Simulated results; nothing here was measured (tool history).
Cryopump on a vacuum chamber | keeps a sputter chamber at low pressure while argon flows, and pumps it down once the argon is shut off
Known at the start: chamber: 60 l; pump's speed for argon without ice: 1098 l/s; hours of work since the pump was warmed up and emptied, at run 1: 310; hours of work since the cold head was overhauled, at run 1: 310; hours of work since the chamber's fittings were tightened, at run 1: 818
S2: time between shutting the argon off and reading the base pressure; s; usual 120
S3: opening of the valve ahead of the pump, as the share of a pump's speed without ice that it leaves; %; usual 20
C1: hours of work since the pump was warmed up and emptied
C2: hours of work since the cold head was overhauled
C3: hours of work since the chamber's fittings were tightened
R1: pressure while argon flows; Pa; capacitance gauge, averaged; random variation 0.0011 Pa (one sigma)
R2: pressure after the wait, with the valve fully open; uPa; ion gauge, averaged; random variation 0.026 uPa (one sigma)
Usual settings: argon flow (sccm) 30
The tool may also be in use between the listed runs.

{"run": 1, "hour": 0.0, "argon flow (sccm)": 30, "S2": 120, "S3": 20, "C1": 310, "C2": 310, "C3": 818, "R1": 0.2407, "R2": 1.76}
{"run": 2, "hour": 17.1, "argon flow (sccm)": 37, "S2": 120, "S3": 20, "C1": 319, "C2": 319, "C3": 827, "R1": 0.2985, "R2": 1.76}
{"run": 3, "hour": 29.3, "argon flow (sccm)": 23, "S2": 120, "S3": 20, "C1": 325, "C2": 325, "C3": 833, "R1": 0.1862, "R2": 1.77}
{"run": 4, "hour": 40.6, "argon flow (sccm)": 23, "S2": 120, "S3": 20, "C1": 331, "C2": 331, "C3": 839, "R1": 0.1841, "R2": 1.78}
{"run": 5, "hour": 52.7, "argon flow (sccm)": 23, "S2": 120, "S3": 20, "C1": 337, "C2": 337, "C3": 845, "R1": 0.1841, "R2": 1.76}
{"run": 6, "hour": 61.6, "argon flow (sccm)": 23, "S2": 120, "S3": 20, "C1": 342, "C2": 342, "C3": 850, "R1": 0.1869, "R2": 1.76}
{"run": 7, "hour": 75.2, "argon flow (sccm)": 23, "S2": 120, "S3": 20, "C1": 349, "C2": 349, "C3": 857, "R1": 0.1856, "R2": 1.8}
{"run": 8, "hour": 91.3, "argon flow (sccm)": 23, "S2": 120, "S3": 20, "C1": 357, "C2": 357, "C3": 865, "R1": 0.1839, "R2": 1.75}
{"run": 9, "hour": 99.7, "argon flow (sccm)": 45, "S2": 120, "S3": 20, "C1": 362, "C2": 362, "C3": 869, "R1": 0.3648, "R2": 1.76}
{"run": 10, "hour": 116.8, "argon flow (sccm)": 45, "S2": 120, "S3": 20, "C1": 371, "C2": 371, "C3": 878, "R1": 0.3643, "R2": 1.8}
{"run": 11, "hour": 130.5, "argon flow (sccm)": 45, "S2": 120, "S3": 20, "C1": 378, "C2": 378, "C3": 885, "R1": 0.3659, "R2": 1.78}
{"run": 12, "hour": 142.3, "argon flow (sccm)": 30, "S2": 120, "S3": 20, "C1": 384, "C2": 384, "C3": 892, "R1": 0.2442, "R2": 1.89}
{"run": 13, "hour": 152.4, "argon flow (sccm)": 30, "S2": 120, "S3": 20, "C1": 389, "C2": 389, "C3": 897, "R1": 0.2447, "R2": 1.77}
{"run": 14, "hour": 169.1, "argon flow (sccm)": 30, "S2": 120, "S3": 20, "C1": 398, "C2": 398, "C3": 906, "R1": 0.2455, "R2": 1.84}
{"run": 15, "hour": 181.8, "argon flow (sccm)": 30, "S2": 120, "S3": 44, "C1": 404, "C2": 404, "C3": 912, "R1": 0.1193, "R2": 1.84}
{"run": 16, "hour": 197.6, "argon flow (sccm)": 30, "S2": 47, "S3": 44, "C1": 413, "C2": 413, "C3": 920, "R1": 0.1184, "R2": 3.22}
{"run": 17, "hour": 206.4, "argon flow (sccm)": 30, "S2": 215, "S3": 44, "C1": 417, "C2": 417, "C3": 925, "R1": 0.1189, "R2": 1.47}
{"run": 18, "hour": 217.7, "argon flow (sccm)": 30, "S2": 215, "S3": 44, "C1": 423, "C2": 423, "C3": 931, "R1": 0.1188, "R2": 1.53}
{"run": 19, "hour": 232.0, "argon flow (sccm)": 30, "S2": 42, "S3": 20, "C1": 431, "C2": 431, "C3": 938, "R1": 0.2443, "R2": 3.4}
{"run": 20, "hour": 246.7, "argon flow (sccm)": 45, "S2": 200, "S3": 16, "C1": 438, "C2": 438, "C3": 946, "R1": 0.4566, "R2": 1.62}

The next listed run, before its measurement:
{"run": 21, "hour": 257.9, "argon flow (sccm)": 30, "S2": 120, "S3": 18, "C1": 444, "C2": 444, "C3": 952, "R1": "?", "R2": "?"}

Run 21 gave R1 0.2713 Pa, R2 1.91 uPa.
Without the tool's hidden state the same run would have given R1 0.2556 Pa, R2 1.11 uPa.
